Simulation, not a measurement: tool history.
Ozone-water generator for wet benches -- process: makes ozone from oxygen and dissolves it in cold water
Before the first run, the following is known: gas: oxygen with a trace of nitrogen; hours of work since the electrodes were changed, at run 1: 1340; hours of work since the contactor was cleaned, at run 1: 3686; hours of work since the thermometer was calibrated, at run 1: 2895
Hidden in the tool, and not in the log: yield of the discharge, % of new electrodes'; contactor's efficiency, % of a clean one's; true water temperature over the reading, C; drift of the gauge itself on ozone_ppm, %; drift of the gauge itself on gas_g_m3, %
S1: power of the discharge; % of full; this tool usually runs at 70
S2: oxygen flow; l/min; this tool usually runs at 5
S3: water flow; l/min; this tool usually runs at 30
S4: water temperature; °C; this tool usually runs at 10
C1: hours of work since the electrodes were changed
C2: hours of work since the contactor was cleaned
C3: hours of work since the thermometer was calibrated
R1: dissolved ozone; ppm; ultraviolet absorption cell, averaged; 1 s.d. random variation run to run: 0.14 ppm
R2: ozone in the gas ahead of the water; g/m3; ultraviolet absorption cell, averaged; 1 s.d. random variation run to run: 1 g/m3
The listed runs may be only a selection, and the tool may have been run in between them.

run,day,S1,S2,S3,S4,C1,C2,C3,R1,R2
1,0,70,5,30,10,1340,3686,2895,15.9,172.4
2,3.138,70,5,30,10,1393,3738,2947,15.7,171.6
3,9.871,70,5,30,10,1505,3850,3059,15.5,172.5
4,14.904,70,5,30,10,1589,3934,3143,15.6,170.7
# day 18.8: contactor cleaned
5,20.142,70,5,30,10,1673,22,3228,14.8,171.2
6,24.338,70,5,30,10,1743,92,3297,14.9,169.7
7,31.162,70,7.81,30,10,1857,206,3411,14.6,124.9
8,36.342,70,7.81,30,10,1943,292,3497,14.6,125.2
9,39.579,70,7.81,30,10,1997,346,3551,14.6,125.6
# day 43.238: contactor cleaned, once more
10,43.283,70,7.81,30,10,2056,1,3610,16.5,124.2
11,49.383,70,7.81,30,10,2157,102,3712,16.7,124.9
12,56.304,70,7.81,30,10,2272,218,3827,16.2,125.6
13,61.233,70,7.81,30,10,2354,300,3909,16.3,125.9
14,64.671,70,7.81,30,10,2412,357,3966,15.9,125.9
15,70.242,70,7.81,30,10,2504,450,4059,16.2,125
16,76.017,70,7.81,30,10,2601,546,4155,16.1,123.6
17,79.108,60,5,30,10,2652,597,4207,15.1,154.8
18,83.079,60,5,34,10,2718,663,4273,13.3,154.7
19,90.088,70,5,30,9,2835,780,4389,16.3,166.7
20,95.892,70,8.12,30,9,2931,877,4486,16.4,118.7
21,101.096,70,8.12,34,8,3018,963,4573,14.3,119.4
22,105.692,53,5,30,16,3095,1040,4649,13.3,144.3
23,112.642,53,5,19,17,3210,1156,4765,19.2,145

The next listed run, before its measurement:
# day 115.575: water thermometer calibrated
24,117.512,89,4.24,30,17,3291,1236,32,?,?

{"run 24": {"R1": 16.7, "R2": 207.2}}
Were there no unlogged condition in the tool, this run, its random variation unchanged, would have produced R1 18.1 ppm, R2 220.3 g/m3.

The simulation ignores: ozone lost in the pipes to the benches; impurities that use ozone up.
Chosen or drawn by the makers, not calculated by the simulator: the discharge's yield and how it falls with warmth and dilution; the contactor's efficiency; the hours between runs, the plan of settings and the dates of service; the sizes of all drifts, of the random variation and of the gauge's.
